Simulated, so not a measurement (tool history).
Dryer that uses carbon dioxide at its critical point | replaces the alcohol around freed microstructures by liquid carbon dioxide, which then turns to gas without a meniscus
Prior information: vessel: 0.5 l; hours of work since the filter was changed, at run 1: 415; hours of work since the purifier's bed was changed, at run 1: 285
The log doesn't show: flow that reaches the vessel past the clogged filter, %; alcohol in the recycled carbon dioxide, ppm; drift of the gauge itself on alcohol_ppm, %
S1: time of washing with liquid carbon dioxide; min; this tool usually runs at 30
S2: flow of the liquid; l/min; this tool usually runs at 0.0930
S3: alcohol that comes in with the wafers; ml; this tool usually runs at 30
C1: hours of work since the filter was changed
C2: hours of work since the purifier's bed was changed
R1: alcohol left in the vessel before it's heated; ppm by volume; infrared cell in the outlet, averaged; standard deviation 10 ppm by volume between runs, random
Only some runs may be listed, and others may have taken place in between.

run   hour  S1      S2   S3   C1   C2     R1
  1    0.0  30  0.0930   30  415  285    839
  2   18.6  26  0.0930   30  421  292   1420
      42.8  -- inlet filter changed
  3   46.0  26  0.0930   30    1  301   1092
  4   70.0  26  0.0930   30   10  310   1090
  5   82.1  30  0.0930   30   14  315    604
  6   93.6  30  0.0930   21   18  319    422
  7  115.0  30  0.0930   21   26  326    440
  8  132.0  30  0.0930   30   32  333    627
  9  155.1  30  0.0930   30   41  341    629
 10  175.9  19  0.0930   30   48  348   3270
 11  193.7  18  0.0930   30   55  355   3811
 12  218.0  18  0.0930   30   63  364   3787
 13  230.6  18  0.0583   22   68  368   7688
 14  248.7  18  0.0583   22   74  375   7510
 15  267.4  30  0.0592  108   81  382  10975

Run 16 is up next; what results do you expect?
 16  291.7  20  0.1147  75  90  390   ?

Run 16 produced R1 3697 ppm by volume.
Minus the tool's unlogged condition, the same run would have read R1 3490 ppm by volume.
